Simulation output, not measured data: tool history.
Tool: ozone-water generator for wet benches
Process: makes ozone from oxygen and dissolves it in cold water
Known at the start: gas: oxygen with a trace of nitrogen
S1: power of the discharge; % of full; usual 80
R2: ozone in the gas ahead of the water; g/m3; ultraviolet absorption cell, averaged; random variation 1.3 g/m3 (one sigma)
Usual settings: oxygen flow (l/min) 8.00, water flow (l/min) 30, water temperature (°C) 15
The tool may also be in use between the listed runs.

run 1 hour=0.0 | S1=80 oxygen_flow_(l/min)=8.00 water_flow_(l/min)=30 water_temperature_(°C)=15 | dissolved_ozone_(ppm)=26.1 R2=231.0
run 2 hour=112.5 | S1=80 oxygen_flow_(l/min)=8.00 water_flow_(l/min)=30 water_temperature_(°C)=15 | dissolved_ozone_(ppm)=26.0 R2=232.1
run 3 hour=255.2 | S1=80 oxygen_flow_(l/min)=8.00 water_flow_(l/min)=30 water_temperature_(°C)=15 | dissolved_ozone_(ppm)=25.9 R2=229.7
run 4 hour=423.5 | S1=80 oxygen_flow_(l/min)=8.00 water_flow_(l/min)=30 water_temperature_(°C)=15 | dissolved_ozone_(ppm)=25.9 R2=229.0
run 5 hour=607.8 | S1=80 oxygen_flow_(l/min)=8.00 water_flow_(l/min)=30 water_temperature_(°C)=15 | dissolved_ozone_(ppm)=25.8 R2=227.4
run 6 hour=776.4 | S1=80 oxygen_flow_(l/min)=8.00 water_flow_(l/min)=30 water_temperature_(°C)=15 | dissolved_ozone_(ppm)=25.5 R2=225.5
run 7 hour=944.7 | S1=80 oxygen_flow_(l/min)=8.00 water_flow_(l/min)=30 water_temperature_(°C)=15 | dissolved_ozone_(ppm)=25.5 R2=224.6
run 8 hour=1132.7 | S1=80 oxygen_flow_(l/min)=8.00 water_flow_(l/min)=30 water_temperature_(°C)=15 | dissolved_ozone_(ppm)=25.5 R2=224.8
-- hour=1147.4 water thermometer calibrated
run 9 hour=1266.7 | S1=80 oxygen_flow_(l/min)=8.00 water_flow_(l/min)=30 water_temperature_(°C)=15 | dissolved_ozone_(ppm)=25.0 R2=221.9
run 10 hour=1369.9 | S1=80 oxygen_flow_(l/min)=8.00 water_flow_(l/min)=30 water_temperature_(°C)=15 | dissolved_ozone_(ppm)=25.0 R2=224.7
run 11 hour=1514.0 | S1=80 oxygen_flow_(l/min)=8.00 water_flow_(l/min)=30 water_temperature_(°C)=15 | dissolved_ozone_(ppm)=25.2 R2=222.3
run 12 hour=1615.2 | S1=80 oxygen_flow_(l/min)=8.00 water_flow_(l/min)=30 water_temperature_(°C)=15 | dissolved_ozone_(ppm)=24.9 R2=222.0
run 13 hour=1795.1 | S1=80 oxygen_flow_(l/min)=8.00 water_flow_(l/min)=30 water_temperature_(°C)=15 | dissolved_ozone_(ppm)=24.4 R2=221.2
-- hour=1832.5 water thermometer calibrated, once more
run 14 hour=1954.2 | S1=96 oxygen_flow_(l/min)=8.00 water_flow_(l/min)=30 water_temperature_(°C)=15 | dissolved_ozone_(ppm)=27.5 R2=247.5
run 15 hour=2109.5 | S1=75 oxygen_flow_(l/min)=7.12 water_flow_(l/min)=19 water_temperature_(°C)=10 | dissolved_ozone_(ppm)=36.0 R2=222.1
run 16 hour=2280.2 | S1=84 oxygen_flow_(l/min)=8.85 water_flow_(l/min)=41 water_temperature_(°C)=15 | dissolved_ozone_(ppm)=19.4 R2=218.0
run 17 hour=2402.3 | S1=84 oxygen_flow_(l/min)=8.85 water_flow_(l/min)=41 water_temperature_(°C)=15 | dissolved_ozone_(ppm)=19.1 R2=214.2
run 18 hour=2496.4 | S1=49 oxygen_flow_(l/min)=8.00 water_flow_(l/min)=44 water_temperature_(°C)=15 | dissolved_ozone_(ppm)=12.5 R2=164.4
run 19 hour=2624.7 | S1=58 oxygen_flow_(l/min)=4.39 water_flow_(l/min)=28 water_temperature_(°C)=11 | dissolved_ozone_(ppm)=19.1 R2=229.5
run 20 hour=2752.6 | S1=58 oxygen_flow_(l/min)=4.39 water_flow_(l/min)=28 water_temperature_(°C)=11 | dissolved_ozone_(ppm)=19.1 R2=224.8
run 21 hour=2846.1 | S1=80 oxygen_flow_(l/min)=6.97 water_flow_(l/min)=27 water_temperature_(°C)=15 | dissolved_ozone_(ppm)=25.3 R2=228.0
run 22 hour=3036.2 | S1=80 oxygen_flow_(l/min)=6.97 water_flow_(l/min)=27 water_temperature_(°C)=15 | dissolved_ozone_(ppm)=25.3 R2=226.7
run 23 hour=3164.5 | S1=80 oxygen_flow_(l/min)=6.14 water_flow_(l/min)=39 water_temperature_(°C)=18 | dissolved_ozone_(ppm)=16.7 R2=234.3
run 24 hour=3244.4 | S1=70 oxygen_flow_(l/min)=11.93 water_flow_(l/min)=23 water_temperature_(°C)=22 | dissolved_ozone_(ppm)=24.0 R2=167.3
run 25 hour=3367.8 | S1=50 oxygen_flow_(l/min)=4.60 water_flow_(l/min)=23 water_temperature_(°C)=22 | dissolved_ozone_(ppm)=18.3 R2=200.8
run 26 hour=3527.2 | S1=94 oxygen_flow_(l/min)=5.34 water_flow_(l/min)=30 water_temperature_(°C)=18 | dissolved_ozone_(ppm)=22.6 R2=272.8
run 27 hour=3635.3 | S1=94 oxygen_flow_(l/min)=5.34 water_flow_(l/min)=30 water_temperature_(°C)=18 | dissolved_ozone_(ppm)=22.6 R2=272.5

4 ways to go on from here, each from the tool as it stands after run 27. What would each give?
run A hour=3755.6 | S1=80 oxygen_flow_(l/min)=8.39 water_flow_(l/min)=44 water_temperature_(°C)=21 | dissolved_ozone_(ppm)=? R2=?
run B hour=3755.6 | S1=80 oxygen_flow_(l/min)=4.50 water_flow_(l/min)=37 water_temperature_(°C)=14 | dissolved_ozone_(ppm)=? R2=?
run C hour=3755.6 | S1=94 oxygen_flow_(l/min)=9.58 water_flow_(l/min)=30 water_temperature_(°C)=11 | dissolved_ozone_(ppm)=? R2=?
run D hour=3755.6 | S1=98 oxygen_flow_(l/min)=4.12 water_flow_(l/min)=30 water_temperature_(°C)=15 | dissolved_ozone_(ppm)=? R2=?

run=A dissolved_ozone_(ppm)=15.2 R2=205.8
run=B dissolved_ozone_(ppm)=16.5 R2=263.0
run=C dissolved_ozone_(ppm)=27.8 R2=214.7
run=D dissolved_ozone_(ppm)=22.2 R2=306.0
Without the tool's hidden state the same runs would have given:
run=A dissolved_ozone_(ppm)=18.2 R2=237.1
run=B dissolved_ozone_(ppm)=19.7 R2=303.0
run=C dissolved_ozone_(ppm)=33.5 R2=250.3
run=D dissolved_ozone_(ppm)=26.8 R2=358.1
